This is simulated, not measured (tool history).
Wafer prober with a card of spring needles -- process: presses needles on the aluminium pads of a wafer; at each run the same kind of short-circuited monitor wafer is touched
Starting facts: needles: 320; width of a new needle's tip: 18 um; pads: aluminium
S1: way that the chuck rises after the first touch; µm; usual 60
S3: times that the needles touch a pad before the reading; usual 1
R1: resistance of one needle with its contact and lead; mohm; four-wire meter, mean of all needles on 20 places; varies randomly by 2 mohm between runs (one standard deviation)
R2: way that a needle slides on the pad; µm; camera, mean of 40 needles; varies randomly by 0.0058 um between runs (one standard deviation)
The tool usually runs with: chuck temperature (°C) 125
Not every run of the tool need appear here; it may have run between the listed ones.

Run 1, day 0: usual settings. Result: R1 226 mohm, R2 8.418 µm.
At day 0.462: tips cleaned on abrasive film.
Run 2, day 0.567: usual settings. Result: R1 240 mohm, R2 8.411 µm.
Run 3, day 0.867: usual settings. Result: R1 267 mohm, R2 8.419 µm.
At day 0.912: tips cleaned on abrasive film.
Run 4, day 1.258: usual settings but chuck temperature (°C) 29. Result: R1 251 mohm, R2 8.407 µm.
At day 1.383: tips cleaned on abrasive film.
At day 1.829: tips cleaned on abrasive film.
Run 5, day 1.85: usual settings but chuck temperature (°C) 29. Result: R1 209 mohm, R2 8.396 µm.
Run 6, day 2.142: usual settings but chuck temperature (°C) 29. Result: R1 251 mohm, R2 8.393 µm.
At day 2.288: tips cleaned on abrasive film.
At day 2.342: height of the first contact set anew.
Run 7, day 2.525: usual settings but chuck temperature (°C) 103. Result: R1 246 mohm, R2 8.494 µm.
At day 2.788: tips cleaned on abrasive film.
Run 8, day 3.104: usual settings. Result: R1 261 mohm, R2 8.462 µm.
At day 3.267: tips cleaned on abrasive film.
Run 9, day 3.567: usual settings. Result: R1 262 mohm, R2 8.467 µm.
At day 3.742: tips cleaned on abrasive film.
Run 10, day 4.046: usual settings. Result: R1 264 mohm, R2 8.459 µm.
At day 4.196: tips cleaned on abrasive film.
Run 11, day 4.496: usual settings. Result: R1 266 mohm, R2 8.442 µm.
At day 4.662: tips cleaned on abrasive film.
Run 12, day 4.792: usual settings. Result: R1 245 mohm, R2 8.433 µm.
Run 13, day 5.042: usual settings but S3 2. Result: R1 249 mohm, R2 8.431 µm.
At day 5.133: tips cleaned on abrasive film.
Run 14, day 5.546: usual settings but chuck temperature (°C) 36, S3 2. Result: R1 233 mohm, R2 8.434 µm.
At day 5.608: tips cleaned on abrasive film.
Run 15, day 6.008: usual settings but S1 62 µm. Result: R1 262 mohm, R2 8.705 µm.
At day 6.092: tips cleaned on abrasive film.
Run 16, day 6.433: usual settings but S1 62 µm. Result: R1 261 mohm, R2 8.709 µm.
At day 6.575: tips cleaned on abrasive film.
At day 7.017: tips cleaned on abrasive film.
Run 17, day 7.017: usual settings but S1 54 µm, chuck temperature (°C) 114. Result: R1 226 mohm, R2 7.556 µm.
At day 7.471: tips cleaned on abrasive film.
Run 18, day 7.617: usual settings but chuck temperature (°C) 105. Result: R1 241 mohm, R2 8.401 µm.
Run 19, day 7.879: usual settings but S1 74 µm, chuck temperature (°C) 71. Result: R1 242 mohm, R2 10.378 µm.
At day 7.925: tips cleaned on abrasive film.
Run 20, day 8.229: usual settings but S1 74 µm, chuck temperature (°C) 71. Result: R1 235 mohm, R2 10.372 µm.
At day 8.367: tips cleaned on abrasive film.
Run 21, day 8.671: usual settings but S1 66 µm, S3 2. Result: R1 239 mohm, R2 9.226 µm.
At day 8.829: tips cleaned on abrasive film.
At day 9.033: height of the first contact set anew.
Run 22, day 9.058: usual settings but S1 66 µm, chuck temperature (°C) 54. Result: R1 232 mohm, R2 9.321 µm.
At day 9.288: tips cleaned on abrasive film.
Run 23, day 9.525: usual settings but S1 66 µm, chuck temperature (°C) 54. Result: R1 239 mohm, R2 9.318 µm.
At day 9.742: tips cleaned on abrasive film.
Run 24, day 9.879: usual settings but chuck temperature (°C) 113, S3 2. Result: R1 232 mohm, R2 8.458 µm.
At day 10.192: tips cleaned on abrasive film.
Run 25, day 10.412: usual settings but chuck temperature (°C) 113, S3 2. Result: R1 236 mohm, R2 8.451 µm.
At day 10.638: tips cleaned on abrasive film.
Run 26, day 10.85: usual settings but chuck temperature (°C) 54, S3 2. Result: R1 230 mohm, R2 8.452 µm.
At day 11.096: tips cleaned on abrasive film.
Run 27, day 11.221: usual settings but chuck temperature (°C) 54, S3 2. Result: R1 218 mohm, R2 8.43 µm.
At day 11.558: tips cleaned on abrasive film.
Run 28, day 11.575: usual settings but S1 44 µm, chuck temperature (°C) 118. Result: R1 240 mohm, R2 6.176 µm.
At day 12.012: tips cleaned on abrasive film.
Run 29, day 12.171: usual settings but S1 46 µm, chuck temperature (°C) 33. Result: R1 260 mohm, R2 6.45 µm.
At day 12.467: tips cleaned on abrasive film.
Run 30, day 12.617: usual settings but S1 55 µm, chuck temperature (°C) 35. Result: R1 241 mohm, R2 7.715 µm.
At day 12.921: tips cleaned on abrasive film.
Run 31, day 13.158: usual settings but S1 50 µm, chuck temperature (°C) 65. Result: R1 268 mohm, R2 7.004 µm.
At day 13.383: tips cleaned on abrasive film.
Run 32, day 13.562: usual settings but S1 67 µm, chuck temperature (°C) 117. Result: R1 242 mohm, R2 9.395 µm.

3 ways to go on from here, each from the tool as it stands after run 32. What would each give?
At day 13.858: tips cleaned on abrasive film.
Run A, day 14.008: usual settings but S3 2. Result: R1 ?, R2 ?.
At day 13.858: tips cleaned on abrasive film.
Run B, day 14.008: usual settings but S1 67 µm, chuck temperature (°C) 67, S3 2. Result: R1 ?, R2 ?.
At day 13.858: tips cleaned on abrasive film.
Run C, day 14.008: usual settings but S1 57 µm, chuck temperature (°C) 72, S3 2. Result: R1 ?, R2 ?.

run   R1     R2
  A  235  8.402
  B  221  9.382
  C  232   7.97
Stripped of hidden state, with their random variation kept, the same runs would have yielded:
run   R1     R2
  A  216   8.48
  B  204   9.46
  C  210  8.048
